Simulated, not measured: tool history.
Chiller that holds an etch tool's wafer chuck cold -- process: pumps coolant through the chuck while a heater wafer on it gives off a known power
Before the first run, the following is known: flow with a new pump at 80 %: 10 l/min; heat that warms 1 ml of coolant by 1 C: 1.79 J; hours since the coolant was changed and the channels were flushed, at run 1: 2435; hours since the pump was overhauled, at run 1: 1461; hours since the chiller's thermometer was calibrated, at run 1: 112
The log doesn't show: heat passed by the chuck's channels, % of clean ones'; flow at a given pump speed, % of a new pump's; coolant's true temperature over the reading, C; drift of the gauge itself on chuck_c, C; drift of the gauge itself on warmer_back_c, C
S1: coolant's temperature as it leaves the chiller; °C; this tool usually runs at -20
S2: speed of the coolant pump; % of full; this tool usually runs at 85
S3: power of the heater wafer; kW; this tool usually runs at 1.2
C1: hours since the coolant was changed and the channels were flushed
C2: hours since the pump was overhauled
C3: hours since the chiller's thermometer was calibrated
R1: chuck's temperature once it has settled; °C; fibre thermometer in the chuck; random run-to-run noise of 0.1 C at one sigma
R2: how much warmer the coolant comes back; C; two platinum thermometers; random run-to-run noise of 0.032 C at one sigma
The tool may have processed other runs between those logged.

run 1 day=0 | S1=-20 S2=85 S3=1.2 | C1=2435 C2=1461 C3=112 | R1=-5.6 R2=3.78
run 2 day=0.708 | S1=-20 S2=85 S3=1.2 | C1=2452 C2=1478 C3=129 | R1=-5.7 R2=3.8
run 3 day=2.3 | S1=-20 S2=85 S3=1.2 | C1=2490 C2=1516 C3=167 | R1=-5.7 R2=3.81
run 4 day=3.092 | S1=-20 S2=85 S3=1.2 | C1=2509 C2=1535 C3=186 | R1=-5.6 R2=3.74
run 5 day=4.4 | S1=-20 S2=85 S3=1.2 | C1=2540 C2=1566 C3=217 | R1=-5.7 R2=3.8
run 6 day=5.288 | S1=-20 S2=85 S3=1.2 | C1=2562 C2=1588 C3=239 | R1=-5.7 R2=3.86
run 7 day=6.1 | S1=-20 S2=85 S3=1.2 | C1=2581 C2=1607 C3=258 | R1=-5.7 R2=3.77
run 8 day=7.742 | S1=-18 S2=85 S3=1.2 | C1=2621 C2=1646 C3=298 | R1=-3.6 R2=3.77
run 9 day=8.567 | S1=-18 S2=87 S3=1.2 | C1=2640 C2=1666 C3=317 | R1=-3.9 R2=3.71
run 10 day=9.812 | S1=-20 S2=85 S3=1.2 | C1=2670 C2=1696 C3=347 | R1=-5.7 R2=3.84
run 11 day=10.658 | S1=-20 S2=85 S3=1.208 | C1=2690 C2=1716 C3=368 | R1=-5.6 R2=3.86
run 12 day=11.542 | S1=-20 S2=72 S3=1.2 | C1=2712 C2=1738 C3=389 | R1=-4.2 R2=4.56
run 13 day=12.612 | S1=-20 S2=72 S3=1.2 | C1=2737 C2=1763 C3=415 | R1=-4.2 R2=4.6
run 14 day=13.862 | S1=-20 S2=72 S3=1.2 | C1=2767 C2=1793 C3=445 | R1=-4.3 R2=4.56
run 15 day=14.967 | S1=-20 S2=85 S3=1.2 | C1=2794 C2=1820 C3=471 | R1=-5.7 R2=3.9
run 16 day=16.196 | S1=-20 S2=85 S3=1.2 | C1=2823 C2=1849 C3=501 | R1=-5.5 R2=3.86
run 17 day=17.746 | S1=-22 S2=64 S3=1.017 | C1=2861 C2=1887 C3=538 | R1=-7.6 R2=4.42
run 18 day=18.792 | S1=-13 S2=78 S3=1.203 | C1=2886 C2=1912 C3=563 | R1=2 R2=4.25

Forecast run 19:
run 19 day=20.079 | S1=-13 S2=78 S3=1.203 | C1=2917 C2=1943 C3=594 | R1=? R2=?

R1: 2.3 °C
R2: 4.24 C
With no hidden state in the tool, this same run would have given R1 2.3 °C, R2 4.16 C.

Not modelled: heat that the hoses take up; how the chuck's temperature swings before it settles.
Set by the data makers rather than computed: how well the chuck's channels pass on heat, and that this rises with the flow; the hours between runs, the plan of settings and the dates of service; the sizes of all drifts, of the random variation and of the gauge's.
